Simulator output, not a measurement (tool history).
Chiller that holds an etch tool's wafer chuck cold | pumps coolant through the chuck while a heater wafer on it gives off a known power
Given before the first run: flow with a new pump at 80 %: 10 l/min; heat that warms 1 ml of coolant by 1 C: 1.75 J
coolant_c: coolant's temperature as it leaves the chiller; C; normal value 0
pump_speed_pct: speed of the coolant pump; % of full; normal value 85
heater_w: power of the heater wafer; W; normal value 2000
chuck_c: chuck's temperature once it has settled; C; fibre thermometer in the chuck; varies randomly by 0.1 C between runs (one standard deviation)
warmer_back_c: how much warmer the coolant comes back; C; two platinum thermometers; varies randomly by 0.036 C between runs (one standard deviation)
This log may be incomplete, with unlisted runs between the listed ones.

run 1 day=0 | coolant_c=0 pump_speed_pct=85 heater_w=2000 | chuck_c=18 warmer_back_c=7.04
run 2 day=2.992 | coolant_c=0 pump_speed_pct=61 heater_w=2000 | chuck_c=22.3 warmer_back_c=9.79
run 3 day=6.462 | coolant_c=0 pump_speed_pct=61 heater_w=2000 | chuck_c=22.5 warmer_back_c=9.81
run 4 day=11.45 | coolant_c=0 pump_speed_pct=61 heater_w=2000 | chuck_c=22.6 warmer_back_c=9.86
run 5 day=16.608 | coolant_c=0 pump_speed_pct=61 heater_w=2000 | chuck_c=22.7 warmer_back_c=9.95
run 6 day=22.15 | coolant_c=0 pump_speed_pct=61 heater_w=2000 | chuck_c=22.8 warmer_back_c=9.96
run 7 day=26.592 | coolant_c=0 pump_speed_pct=61 heater_w=2000 | chuck_c=23 warmer_back_c=10.01
-- day=28.092 chiller's thermometer calibrated
run 8 day=30.042 | coolant_c=0 pump_speed_pct=61 heater_w=2000 | chuck_c=22.9 warmer_back_c=9.97
run 9 day=33.35 | coolant_c=0 pump_speed_pct=61 heater_w=2000 | chuck_c=23 warmer_back_c=9.99
run 10 day=38.517 | coolant_c=0 pump_speed_pct=85 heater_w=2000 | chuck_c=18.7 warmer_back_c=7.24
-- day=39.125 chiller's thermometer calibrated, once more
run 11 day=42.529 | coolant_c=0 pump_speed_pct=85 heater_w=2000 | chuck_c=19.2 warmer_back_c=7.31
run 12 day=48.033 | coolant_c=0 pump_speed_pct=85 heater_w=2000 | chuck_c=19.3 warmer_back_c=7.3
run 13 day=51.596 | coolant_c=-8 pump_speed_pct=74 heater_w=2614 | chuck_c=19.6 warmer_back_c=11.04
run 14 day=54.138 | coolant_c=-1 pump_speed_pct=93 heater_w=1381 | chuck_c=11.7 warmer_back_c=4.61
run 15 day=56.617 | coolant_c=-1 pump_speed_pct=93 heater_w=1381 | chuck_c=11.6 warmer_back_c=4.68
run 16 day=59.417 | coolant_c=0 pump_speed_pct=71 heater_w=1233 | chuck_c=13.3 warmer_back_c=5.43
run 17 day=64.771 | coolant_c=-4 pump_speed_pct=77 heater_w=2991 | chuck_c=27.2 warmer_back_c=12.22
run 18 day=69.008 | coolant_c=-4 pump_speed_pct=77 heater_w=2991 | chuck_c=27.3 warmer_back_c=12.2
run 19 day=73.962 | coolant_c=9 pump_speed_pct=63 heater_w=2991 | chuck_c=44.7 warmer_back_c=15.01
run 20 day=77.692 | coolant_c=-3 pump_speed_pct=73 heater_w=1720 | chuck_c=15.7 warmer_back_c=7.53
run 21 day=81.658 | coolant_c=0 pump_speed_pct=68 heater_w=1720 | chuck_c=19.8 warmer_back_c=8
run 22 day=85.192 | coolant_c=-8 pump_speed_pct=71 heater_w=1179 | chuck_c=5.1 warmer_back_c=5.29
run 23 day=90.808 | coolant_c=-8 pump_speed_pct=71 heater_w=1179 | chuck_c=5.3 warmer_back_c=5.32
run 24 day=96.467 | coolant_c=-8 pump_speed_pct=71 heater_w=1179 | chuck_c=5.5 warmer_back_c=5.33

Here are 5 independent what-if runs from the current tool condition. What would each one return?
run A day=99.267 | coolant_c=-7 pump_speed_pct=81 heater_w=1471 | chuck_c=? warmer_back_c=?
run B day=99.267 | coolant_c=4 pump_speed_pct=64 heater_w=1662 | chuck_c=? warmer_back_c=?
run C day=99.267 | coolant_c=4 pump_speed_pct=85 heater_w=1649 | chuck_c=? warmer_back_c=?
run D day=99.267 | coolant_c=0 pump_speed_pct=90 heater_w=1491 | chuck_c=? warmer_back_c=?
run E day=99.267 | coolant_c=-1 pump_speed_pct=71 heater_w=1179 | chuck_c=? warmer_back_c=?

run=A chuck_c=8.5 warmer_back_c=5.87
run=B chuck_c=24.3 warmer_back_c=8.38
run=C chuck_c=20.8 warmer_back_c=6.26
run=D chuck_c=14.7 warmer_back_c=5.41
run=E chuck_c=12.4 warmer_back_c=5.38
Without the tool's unlogged condition, the same runs would have read:
run=A chuck_c=5.9 warmer_back_c=4.98
run=B chuck_c=20.9 warmer_back_c=7.11
run=C chuck_c=18 warmer_back_c=5.3
run=D chuck_c=12.2 warmer_back_c=4.59
run=E chuck_c=10.2 warmer_back_c=4.56
